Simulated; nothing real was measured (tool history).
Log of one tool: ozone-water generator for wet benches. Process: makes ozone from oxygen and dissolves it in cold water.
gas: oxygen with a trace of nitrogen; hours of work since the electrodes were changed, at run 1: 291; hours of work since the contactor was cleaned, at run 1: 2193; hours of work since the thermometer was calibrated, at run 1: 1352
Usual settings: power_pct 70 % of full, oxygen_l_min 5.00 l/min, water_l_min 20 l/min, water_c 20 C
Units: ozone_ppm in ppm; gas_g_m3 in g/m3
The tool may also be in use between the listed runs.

run,day,power_pct,oxygen_l_min,water_l_min,water_c,hours of work since the electrodes were changed,hours of work since the contactor was cleaned,hours of work since the thermometer was calibrated,ozone_ppm,gas_g_m3
1,0.000,70,5.00,20,20,291,2193,1352,26.7,231.6
2,1.204,70,5.00,20,20,312,2213,1373,26.4,235.2
3,2.408,70,5.00,20,20,332,2234,1394,26.7,231.3
4,3.396,70,5.00,20,20,350,2252,1411,26.1,229.3
5,4.233,70,5.00,20,20,364,2266,1426,26.6,232.7
6,5.833,70,5.00,20,20,392,2294,1453,26.5,232.3
7,7.521,70,5.00,20,20,421,2323,1483,26.4,232.9
8,8.592,70,5.00,20,20,440,2342,1501,26.4,232.9
9,10.267,70,5.00,20,20,469,2371,1530,26.6,234.1
10,11.296,99,5.00,20,20,487,2389,1548,31.9,277.8
11,13.017,70,7.11,20,20,517,2418,1578,27.9,204.7
12,13.912,70,7.11,20,20,532,2434,1594,27.7,204.9
13,15.417,70,5.00,20,20,558,2460,1620,26.3,232.4
14,16.633,70,5.00,20,20,579,2481,1641,26.4,231.2
15,17.488,70,5.00,20,20,594,2496,1656,26.4,231.2
16,18.962,70,5.00,22,20,620,2522,1681,24.7,232.0
17,20.858,70,5.00,22,20,653,2555,1714,24.7,232.4
18,22.358,70,7.98,20,21,679,2581,1740,27.7,197.7
19,24.192,70,7.98,20,21,710,2612,1772,27.9,197.3
20,25.042,70,5.00,20,15,725,2627,1787,28.3,230.5
21,26.404,70,5.00,20,15,749,2651,1810,28.3,231.3
22,27.583,70,5.00,20,14,769,2671,1831,28.5,230.7
23,28.858,70,5.00,13,20,791,2693,1853,35.6,229.2
24,29.975,70,6.44,28,18,811,2713,1872,21.9,212.8
25,30.883,70,3.22,28,15,827,2728,1888,18.0,268.8
26,31.988,70,3.22,28,15,846,2748,1907,18.1,266.1
27,33.679,81,6.26,18,13,875,2777,1937,35.6,230.0
28,35.154,54,4.01,18,23,901,2803,1962,22.8,218.2
29,36.012,49,4.34,20,15,916,2817,1977,22.8,203.4
30,37.692,49,4.34,20,15,945,2847,2006,22.7,203.4
31,38.612,82,3.92,23,15,961,2863,2022,25.4,275.3
32,39.383,88,8.48,28,18,974,2876,2036,25.9,217.7

Forecast each of these 4 alternatives for the next run:
A,40.254,70,4.46,16,20,989,2891,2051,?,?
B,40.254,70,3.25,20,22,989,2891,2051,?,?
C,40.254,70,5.00,20,20,989,2891,2051,?,?
D,40.254,63,8.48,28,19,989,2891,2051,?,?

run,ozone_ppm,gas_g_m3
A,30.5,239.9
B,23.0,270.1
C,26.5,229.9
D,21.8,183.9
Without the tool's hidden state the same runs would have given:
run,ozone_ppm,gas_g_m3
A,30.5,240.0
B,23.1,270.1
C,26.5,230.0
D,21.8,183.9

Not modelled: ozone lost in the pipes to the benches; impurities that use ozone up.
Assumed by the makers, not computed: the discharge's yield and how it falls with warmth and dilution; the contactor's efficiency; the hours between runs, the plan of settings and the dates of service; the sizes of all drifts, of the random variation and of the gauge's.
